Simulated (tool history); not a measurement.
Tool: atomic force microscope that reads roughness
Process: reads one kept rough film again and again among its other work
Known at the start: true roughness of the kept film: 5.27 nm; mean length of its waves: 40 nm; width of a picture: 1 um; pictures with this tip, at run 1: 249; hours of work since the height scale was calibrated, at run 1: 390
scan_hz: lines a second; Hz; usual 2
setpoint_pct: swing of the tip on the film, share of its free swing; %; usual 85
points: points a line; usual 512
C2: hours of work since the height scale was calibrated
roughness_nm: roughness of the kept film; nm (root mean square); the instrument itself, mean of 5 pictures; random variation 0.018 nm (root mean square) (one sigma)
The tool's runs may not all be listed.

{"run": 1, "hour": 0.0, "scan_hz": 2, "setpoint_pct": 85, "points": 512, "pictures with this tip": 249, "C2": 390, "roughness_nm": 4.197}
{"hour": 21.5, "done": "new tip fitted"}
{"run": 2, "hour": 42.6, "scan_hz": 2, "setpoint_pct": 85, "points": 512, "pictures with this tip": 24, "C2": 411, "roughness_nm": 4.385}
{"run": 3, "hour": 71.5, "scan_hz": 2, "setpoint_pct": 85, "points": 512, "pictures with this tip": 56, "C2": 426, "roughness_nm": 4.396}
{"run": 4, "hour": 102.2, "scan_hz": 2, "setpoint_pct": 85, "points": 512, "pictures with this tip": 91, "C2": 441, "roughness_nm": 4.347}
{"run": 5, "hour": 124.3, "scan_hz": 2, "setpoint_pct": 85, "points": 512, "pictures with this tip": 115, "C2": 452, "roughness_nm": 4.304}
{"run": 6, "hour": 158.1, "scan_hz": 2, "setpoint_pct": 85, "points": 512, "pictures with this tip": 153, "C2": 469, "roughness_nm": 4.318}
{"run": 7, "hour": 180.6, "scan_hz": 1.86, "setpoint_pct": 74, "points": 997, "pictures with this tip": 179, "C2": 481, "roughness_nm": 4.519}
{"run": 8, "hour": 224.3, "scan_hz": 1.86, "setpoint_pct": 74, "points": 997, "pictures with this tip": 228, "C2": 503, "roughness_nm": 4.459}
{"run": 9, "hour": 247.9, "scan_hz": 0.69, "setpoint_pct": 83, "points": 644, "pictures with this tip": 254, "C2": 514, "roughness_nm": 4.544}
{"hour": 264.5, "done": "new tip fitted"}
{"run": 10, "hour": 284.8, "scan_hz": 0.69, "setpoint_pct": 83, "points": 644, "pictures with this tip": 22, "C2": 533, "roughness_nm": 4.723}
{"run": 11, "hour": 312.6, "scan_hz": 0.56, "setpoint_pct": 87, "points": 512, "pictures with this tip": 54, "C2": 547, "roughness_nm": 4.731}

Hidden state or all else? Some run-to-run changes of roughness_nm, split into what the settings, what came in and random variation would give without the hidden state, and what is left for the hidden state (with any gauge scatter that isn't in both results):
The hidden state here: radius of the tip, nm; height scale over the true one, %; drift of the gauge itself on roughness_nm, %.
Run 6 -> 7: scan_hz 2 -> 1.86, setpoint_pct 85 -> 74, points 512 -> 997. roughness_nm +0.201 nm (root mean square): hidden state -0.031, all else +0.232.
Run 9 -> 10: new tip fitted. roughness_nm +0.179 nm (root mean square): hidden state +0.213, all else -0.034.
